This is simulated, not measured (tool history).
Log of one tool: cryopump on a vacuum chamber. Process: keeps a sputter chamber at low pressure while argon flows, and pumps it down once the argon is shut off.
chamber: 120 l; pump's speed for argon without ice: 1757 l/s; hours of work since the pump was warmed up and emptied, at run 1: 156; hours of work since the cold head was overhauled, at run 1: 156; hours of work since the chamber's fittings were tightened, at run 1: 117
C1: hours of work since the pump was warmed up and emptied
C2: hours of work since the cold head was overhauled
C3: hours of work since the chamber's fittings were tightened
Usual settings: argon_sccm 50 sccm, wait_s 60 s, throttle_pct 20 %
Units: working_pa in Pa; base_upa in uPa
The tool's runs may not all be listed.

Run 1, hour 0.0: usual settings; C1 156; C2 156; C3 117. Result: working_pa 0.2451 Pa, base_upa 0.67 uPa.
Run 2, hour 22.3: usual settings but throttle_pct 30 %; C1 167; C2 167; C3 128. Result: working_pa 0.1648 Pa, base_upa 0.67 uPa.
Run 3, hour 43.3: usual settings; C1 178; C2 178; C3 139. Result: working_pa 0.2463 Pa, base_upa 0.70 uPa.
Run 4, hour 57.2: usual settings; C1 185; C2 185; C3 146. Result: working_pa 0.2471 Pa, base_upa 0.71 uPa.
Run 5, hour 78.6: usual settings; C1 196; C2 196; C3 157. Result: working_pa 0.2478 Pa, base_upa 0.73 uPa.
Run 6, hour 97.4: usual settings; C1 205; C2 205; C3 166. Result: working_pa 0.2451 Pa, base_upa 0.74 uPa.
Run 7, hour 121.3: usual settings; C1 217; C2 217; C3 179. Result: working_pa 0.2459 Pa, base_upa 0.74 uPa.
Run 8, hour 143.9: usual settings but argon_sccm 87 sccm; C1 229; C2 229; C3 190. Result: working_pa 0.4321 Pa, base_upa 0.77 uPa.
Run 9, hour 160.3: usual settings; C1 237; C2 237; C3 198. Result: working_pa 0.2479 Pa, base_upa 0.83 uPa.
Run 10, hour 175.6: usual settings; C1 245; C2 245; C3 206. Result: working_pa 0.2476 Pa, base_upa 0.81 uPa.
Run 11, hour 195.2: usual settings; C1 255; C2 255; C3 216. Result: working_pa 0.2471 Pa, base_upa 0.81 uPa.
Run 12, hour 212.4: usual settings; C1 264; C2 264; C3 225. Result: working_pa 0.2496 Pa, base_upa 0.87 uPa.
Run 13, hour 235.6: usual settings but argon_sccm 33 sccm; C1 275; C2 275; C3 237. Result: working_pa 0.1650 Pa, base_upa 0.79 uPa.
Run 14, hour 262.2: usual settings but argon_sccm 73 sccm; C1 289; C2 289; C3 250. Result: working_pa 0.3639 Pa, base_upa 0.86 uPa.
Run 15, hour 282.2: usual settings but argon_sccm 73 sccm; C1 299; C2 299; C3 260. Result: working_pa 0.3657 Pa, base_upa 0.87 uPa.
Run 16, hour 300.1: usual settings but argon_sccm 73 sccm; C1 308; C2 308; C3 269. Result: working_pa 0.3674 Pa, base_upa 0.93 uPa.
Run 17, hour 320.5: usual settings but argon_sccm 73 sccm; C1 319; C2 319; C3 280. Result: working_pa 0.3690 Pa, base_upa 0.92 uPa.
Run 18, hour 339.1: usual settings but argon_sccm 73 sccm; C1 328; C2 328; C3 289. Result: working_pa 0.3696 Pa, base_upa 0.95 uPa.
Run 19, hour 352.7: usual settings but argon_sccm 58 sccm, wait_s 89 s, throttle_pct 24 %; C1 335; C2 335; C3 296. Result: working_pa 0.2454 Pa, base_upa 0.92 uPa.
Run 20, hour 364.7: usual settings but argon_sccm 69 sccm, wait_s 209 s, throttle_pct 24 %; C1 341; C2 341; C3 302. Result: working_pa 0.2912 Pa, base_upa 0.73 uPa.
Run 21, hour 388.1: usual settings but argon_sccm 69 sccm, wait_s 209 s, throttle_pct 24 %; C1 353; C2 353; C3 314. Result: working_pa 0.2942 Pa, base_upa 0.79 uPa.
Run 22, hour 410.7: usual settings but argon_sccm 69 sccm, wait_s 209 s, throttle_pct 24 %; C1 364; C2 364; C3 326. Result: working_pa 0.2968 Pa, base_upa 0.81 uPa.
Run 23, hour 426.8: usual settings but argon_sccm 90 sccm, wait_s 167 s, throttle_pct 16 %; C1 373; C2 373; C3 334. Result: working_pa 0.5635 Pa, base_upa 0.87 uPa.
At hour 449.5: pump warmed up, emptied and cooled again.
Run 24, hour 457.6: usual settings but argon_sccm 90 sccm, wait_s 167 s, throttle_pct 16 %; C1 4; C2 386; C3 347. Result: working_pa 0.5430 Pa, base_upa 0.69 uPa.
Run 25, hour 479.3: usual settings but argon_sccm 90 sccm, wait_s 167 s, throttle_pct 16 %; C1 15; C2 397; C3 358. Result: working_pa 0.5431 Pa, base_upa 0.68 uPa.
Run 26, hour 498.5: usual settings but argon_sccm 53 sccm, wait_s 21 s, throttle_pct 54 %; C1 25; C2 406; C3 368. Result: working_pa 0.0956 Pa, base_upa 1.52 uPa.
Run 27, hour 522.5: usual settings but argon_sccm 23 sccm, throttle_pct 28 %; C1 37; C2 419; C3 380. Result: working_pa 0.0791 Pa, base_upa 0.96 uPa.
Run 28, hour 539.4: usual settings but argon_sccm 60 sccm, wait_s 72 s; C1 46; C2 427; C3 388. Result: working_pa 0.2910 Pa, base_upa 0.91 uPa.
Run 29, hour 562.6: usual settings but argon_sccm 65 sccm, wait_s 72 s, throttle_pct 29 %; C1 57; C2 439; C3 400. Result: working_pa 0.2180 Pa, base_upa 0.91 uPa.

3 ways to go on from here, each from the tool as it stands after run 29. What would each give?
Run A, hour 579.8: usual settings but argon_sccm 97 sccm, wait_s 72 s, throttle_pct 29 %; C1 66; C2 448; C3 409. Result: working_pa ?, base_upa ?.
Run B, hour 579.8: usual settings but argon_sccm 34 sccm, wait_s 139 s; C1 66; C2 448; C3 409. Result: working_pa ?, base_upa ?.
Run C, hour 579.8: usual settings but argon_sccm 21 sccm, wait_s 34 s, throttle_pct 35 %; C1 66; C2 448; C3 409. Result: working_pa ?, base_upa ?.

run  working_pa  base_upa
  A      0.3263      0.98
  B      0.1650      0.80
  C      0.0587      1.20
Without the tool's hidden state the same runs would have given:
run  working_pa  base_upa
  A      0.3217      0.45
  B      0.1633      0.28
  C      0.0577      0.67
